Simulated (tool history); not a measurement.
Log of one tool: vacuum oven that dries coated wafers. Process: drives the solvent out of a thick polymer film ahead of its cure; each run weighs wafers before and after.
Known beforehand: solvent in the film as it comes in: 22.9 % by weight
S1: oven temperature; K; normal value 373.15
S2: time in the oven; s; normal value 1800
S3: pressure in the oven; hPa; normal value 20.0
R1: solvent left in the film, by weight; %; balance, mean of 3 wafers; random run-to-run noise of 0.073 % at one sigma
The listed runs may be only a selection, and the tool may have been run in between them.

run     day      S1    S2    S3    R1
  1   0.000  373.15  1800  20.0  5.58
  2   0.612  373.15  1800  20.0  5.43
  3   1.225  373.15  1800  20.0  5.40
  4   1.846  373.15  1800  20.0  5.68
  5   2.267  373.15  1800  20.0  5.48
  6   2.746  373.15  1800  20.0  5.58
  7   3.342  373.15  1800  20.0  5.49
  8   3.946  373.15  1800  20.0  5.42
  9   4.462  373.15  1800  20.0  5.45
 10   4.879  373.15  1800  20.0  5.64
 11   5.192  365.15  1800  20.0  9.45
 12   5.821  365.15  1800  20.0  9.53
 13   6.129  373.15  1800  32.6  6.36
 14   6.704  373.15  1800  32.6  6.34
 15   7.275  373.15  1800  32.6  6.42
 16   7.708  373.15  1800  20.0  5.62
 17   8.058  373.15  1800  20.0  5.77
 18   8.696  371.15  1680  20.0  6.96
 19   9.096  371.15  1680  20.0  6.97
 20   9.392  385.15  2880  13.2  0.88
 21   9.717  385.15  2880  13.2  0.82
 22  10.058  373.15  1500  60.4  8.80
 23  10.321  373.15  1500  60.4  9.03
 24  10.592  368.15  1680  11.5  7.94
 25  11.204  367.15  1800  16.9  8.51
 26  11.671  379.15  1260  56.3  6.95
 27  12.154  379.15  1260  56.3  6.87
 28  12.412  373.15  1860  68.2  8.37
 29  12.958  373.15  1860  68.2  8.32
 30  13.325  373.15  2220  20.0  4.67
 31  13.888  371.15  1140  20.0  9.53
 32  14.383  371.15  1140  20.0  9.59

How would selected steps in R1 from run to run divide? Give the signed amount a tool lacking its hidden state would still show from settings, what came in and random variation, and the signed amount left for the hidden state, including any gauge scatter that is not in both of the compared results.
What the log doesn't record here: true wafer temperature over the reading, C; true pressure over the reading, kPa; drift of the gauge itself on solvent_pct, %.
Run 10 -> 11: S1 373.15 -> 365.15. R1 +3.81 %: hidden state +0.05, all else +3.76.
Run 19 -> 20: S1 371.15 -> 385.15, S2 1680 -> 2880, S3 20.0 -> 13.2. R1 -6.09 %: hidden state -0.23, all else -5.86.
Run 21 -> 22: S1 385.15 -> 373.15, S2 2880 -> 1500, S3 13.2 -> 60.4. R1 +7.98 %: hidden state +0.24, all else +7.74.
Run 30 -> 31: S1 373.15 -> 371.15, S2 2220 -> 1140. R1 +4.86 %: hidden state +0.03, all else +4.83.

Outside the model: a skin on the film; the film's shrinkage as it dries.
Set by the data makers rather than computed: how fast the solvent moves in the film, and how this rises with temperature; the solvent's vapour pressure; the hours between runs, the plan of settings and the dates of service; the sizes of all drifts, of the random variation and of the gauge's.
